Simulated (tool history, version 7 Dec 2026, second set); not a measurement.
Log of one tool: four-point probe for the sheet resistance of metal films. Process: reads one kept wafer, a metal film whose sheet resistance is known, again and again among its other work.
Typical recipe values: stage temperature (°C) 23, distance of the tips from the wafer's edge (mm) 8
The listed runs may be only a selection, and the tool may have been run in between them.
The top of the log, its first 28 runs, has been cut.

| run | day | stage temperature (°C) | distance of the tips from the wafer's edge (mm) | touches since the probe head was changed | hours of work since the stage's thermometer was calibrated | sheet resistance as the instrument gives it (ohm/square) |
|---|---|---|---|---|---|---|
| 29 | 28.083 | 23 | 3 | 96943 | 945 | 0.696872 |
| 30 | 29.346 | 26 | 28 | 98139 | 961 | 0.686292 |
| 31 | 30.271 | 18 | 3 | 99015 | 972 | 0.696954 |
| 32 | 31.112 | 18 | 3 | 99812 | 982 | 0.697051 |
| 33 | 32.05 | 18 | 3 | 100701 | 994 | 0.697394 |
| 34 | 32.792 | 18 | 3 | 101404 | 1003 | 0.697232 |
| 35 | 33.658 | 19 | 20 | 102225 | 1014 | 0.687404 |
| 36 | 34.954 | 19 | 20 | 103453 | 1030 | 0.687346 |
| 37 | 35.558 | 30 | 4 | 104026 | 1037 | 0.692298 |
| 38 | 36.7 | 31 | 31 | 105105 | 1051 | 0.686686 |
| 39 | 37.379 | 20 | 5 | 105749 | 1059 | 0.69111 |
| 40 | 38.504 | 20 | 5 | 106813 | 1073 | 0.69105 |
| 41 | 39.292 | 23 | 71 | 107559 | 1083 | 0.68731 |
| 42 | 40.588 | 25 | 70 | 108789 | 1099 | 0.687172 |
| 43 | 41.183 | 27 | 4 | 109351 | 1106 | 0.692777 |
| 44 | 42.342 | 27 | 4 | 110450 | 1120 | 0.692875 |
| 45 | 43.508 | 22 | 16 | 111553 | 1135 | 0.688022 |

Branching from run 45: 4 alternative next runs. What would each branch give?
| A | 44.808 | 20 | 16 | 112785 | 1151 | ? |
| B | 44.808 | 18 | 32 | 112785 | 1151 | ? |
| C | 44.808 | 19 | 19 | 112785 | 1151 | ? |
| D | 44.808 | 25 | 8 | 112785 | 1151 | ? |

| run | sheet resistance as the instrument gives it (ohm/square) |
|---|---|
| A | 0.688005 |
| B | 0.688141 |
| C | 0.688175 |
| D | 0.688962 |
Take away the tool's hidden state, keep each run's random variation, and the runs would have read:
| run | sheet resistance as the instrument gives it (ohm/square) |
|---|---|
| A | 0.681047 |
| B | 0.681178 |
| C | 0.681213 |
| D | 0.682001 |
